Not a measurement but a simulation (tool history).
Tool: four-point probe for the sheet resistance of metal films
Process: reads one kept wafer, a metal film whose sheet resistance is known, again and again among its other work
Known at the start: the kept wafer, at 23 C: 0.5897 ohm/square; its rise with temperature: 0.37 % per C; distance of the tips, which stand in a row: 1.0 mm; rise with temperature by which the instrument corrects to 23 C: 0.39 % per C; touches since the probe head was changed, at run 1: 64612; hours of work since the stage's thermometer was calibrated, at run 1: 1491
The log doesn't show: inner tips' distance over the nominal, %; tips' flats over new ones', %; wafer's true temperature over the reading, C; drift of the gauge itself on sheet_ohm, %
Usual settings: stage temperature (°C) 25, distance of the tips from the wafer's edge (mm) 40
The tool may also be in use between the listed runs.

| run | day | stage temperature (°C) | distance of the tips from the wafer's edge (mm) | touches since the probe head was changed | hours of work since the stage's thermometer was calibrated | sheet resistance as the instrument gives it (ohm/square) |
|---|---|---|---|---|---|---|
| 1 | 0 | 25 | 40 | 64612 | 1491 | 0.58933 |
| 2 | 2.042 | 25 | 40 | 66023 | 1524 | 0.5896 |
| 3 | 4.533 | 25 | 40 | 67742 | 1563 | 0.589438 |
| 4 | 5.608 | 25 | 5 | 68485 | 1581 | 0.601722 |
| 5 | 7.842 | 25 | 5 | 70027 | 1616 | 0.601981 |
| 6 | 9.021 | 25 | 5 | 70841 | 1635 | 0.601766 |
| 7 | 10.946 | 25 | 49 | 72170 | 1666 | 0.589559 |
| 8 | 12.879 | 25 | 49 | 73507 | 1696 | 0.589393 |
| 9 | 14.946 | 34 | 40 | 74932 | 1729 | 0.58817 |
| 10 | 16.25 | 34 | 40 | 75834 | 1750 | 0.588282 |
| 11 | 17.608 | 34 | 40 | 76772 | 1772 | 0.588403 |
| 12 | 18.879 | 34 | 40 | 77649 | 1792 | 0.588175 |
| 13 | 20.725 | 34 | 40 | 78924 | 1821 | 0.588032 |
| 14 | 22.558 | 25 | 29 | 80190 | 1851 | 0.589784 |
| 15 | 24.333 | 25 | 15 | 81415 | 1879 | 0.590834 |
|  | 25.438 | stage's thermometer calibrated |
| 16 | 25.9 | 25 | 15 | 82482 | 7 | 0.590705 |
| 17 | 28.288 | 25 | 15 | 84131 | 45 | 0.590811 |
| 18 | 30.446 | 34 | 15 | 85621 | 80 | 0.589631 |
| 19 | 31.475 | 20 | 40 | 86332 | 96 | 0.590361 |
| 20 | 32.475 | 20 | 40 | 87024 | 112 | 0.590347 |
| 21 | 34.962 | 20 | 40 | 88739 | 152 | 0.590466 |
| 22 | 36.088 | 21 | 18 | 89517 | 170 | 0.59101 |
| 23 | 37.567 | 21 | 18 | 90539 | 193 | 0.590969 |
| 24 | 39.833 | 20 | 41 | 92104 | 229 | 0.590319 |
| 25 | 41.542 | 21 | 62 | 93283 | 257 | 0.589941 |
| 26 | 42.758 | 21 | 18 | 94124 | 276 | 0.59098 |
| 27 | 44.329 | 21 | 18 | 95207 | 301 | 0.590925 |
| 28 | 46.725 | 27 | 35 | 96863 | 339 | 0.589242 |
| 29 | 48.117 | 19 | 28 | 97823 | 361 | 0.59094 |
| 30 | 49.325 | 19 | 28 | 98657 | 381 | 0.590849 |
| 31 | 51.471 | 26 | 5 | 100139 | 415 | 0.60182 |
| 32 | 53.317 | 26 | 5 | 101415 | 444 | 0.601637 |
| 33 | 55.083 | 21 | 11 | 102634 | 472 | 0.592719 |
| 34 | 56.438 | 21 | 11 | 103570 | 494 | 0.592579 |
| 35 | 58.867 | 34 | 6 | 105246 | 533 | 0.596789 |
| 36 | 60.85 | 19 | 4 | 106615 | 564 | 0.609469 |
| 37 | 63.333 | 24 | 26 | 108331 | 604 | 0.590089 |
| 38 | 64.475 | 34 | 6 | 109119 | 622 | 0.59685 |
| 39 | 65.692 | 30 | 40 | 109959 | 641 | 0.588938 |

5 ways to go on from here, each from the tool as it stands after run 39. What would each give?
| A | 67.142 | 24 | 9 | 110960 | 665 | ? |
| B | 67.142 | 22 | 62 | 110960 | 665 | ? |
| C | 67.142 | 26 | 4 | 110960 | 665 | ? |
| D | 67.142 | 30 | 41 | 110960 | 665 | ? |
| E | 67.142 | 21 | 48 | 110960 | 665 | ? |

| run | sheet resistance as the instrument gives it (ohm/square) |
|---|---|
| A | 0.593365 |
| B | 0.589938 |
| C | 0.608386 |
| D | 0.588676 |
| E | 0.590158 |
Without the tool's hidden state the same runs would have given:
| run | sheet resistance as the instrument gives it (ohm/square) |
|---|---|
| A | 0.593339 |
| B | 0.589912 |
| C | 0.608359 |
| D | 0.58865 |
| E | 0.590132 |
